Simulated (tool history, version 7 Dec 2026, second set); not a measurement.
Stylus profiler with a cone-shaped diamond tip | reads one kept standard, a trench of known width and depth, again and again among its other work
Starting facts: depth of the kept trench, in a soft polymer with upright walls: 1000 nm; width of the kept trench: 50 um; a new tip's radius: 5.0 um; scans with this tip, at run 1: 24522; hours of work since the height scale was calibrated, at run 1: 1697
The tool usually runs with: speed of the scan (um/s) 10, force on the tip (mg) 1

run	hour	speed of the scan (um/s)	force on the tip (mg)	scans with this tip	hours of work since the height scale was calibrated	depth of the trench (nm)	width of the trench's floor (um)
1	0	10	1	24522	1697	998.86	41.04
2	41.3	10	1	24946	1726	999.16	40.96
3	116.1	10	1	25715	1779	998.77	40.88
# hour 151.5: height scale calibrated on a step standard
4	183.8	10	1	26406	23	1003.85	40.89
5	215.9	10	1	26735	46	1003.6	40.86
6	260	10	1	27189	77	1003.92	40.81
7	323.8	10	1	27845	123	1003.98	40.69
8	368.5	10	1	28304	154	1003.51	40.68
9	407.5	10	1	28705	182	1003.59	40.61
10	453.9	10	1	29181	215	1003.61	40.59
11	512.5	10	1.41	29783	257	1004.17	40.56
12	572.1	10	2.64	30396	299	1006.57	40.47
13	637	10	2.64	31063	345	1006.56	40.42
14	668.7	10	2.64	31389	368	1006.33	40.34
# hour 720.5: new tip fitted, height scale calibrated
15	729.9	28	1.67	96	7	1004.8	43.87
16	799.6	10	0.61	813	56	1002.43	43.75
17	864.6	8	0.61	1480	102	1002.31	43.68
18	908.1	7	0.41	1928	133	1001.38	43.72
19	951.9	14	0.41	2378	165	1001.71	43.54
20	1024	33	0.51	3118	216	1001.47	43.35
21	1061.5	33	0.51	3504	242	1001.45	43.36

Alternative continuations, all from the tool just after run 21; predict every row:
A	1135.5	36	0.51	4264	295	?	?
B	1135.5	5	0.53	4264	295	?	?
C	1135.5	30	0.51	4264	295	?	?
D	1135.5	18	1.98	4264	295	?	?
E	1135.5	32	1.24	4264	295	?	?

run	depth of the trench (nm)	width of the trench's floor (um)
A	1001.36	43.25
B	1001.42	43.34
C	1001.09	43.24
D	1004.88	43.34
E	1003.54	43.28
The same runs, with their run-to-run variation unchanged, on a tool lacking any hidden condition would have given:
run	depth of the trench (nm)	width of the trench's floor (um)
A	1002.29	43.88
B	1002.34	43.97
C	1002.01	43.87
D	1005.8	43.97
E	1004.47	43.91
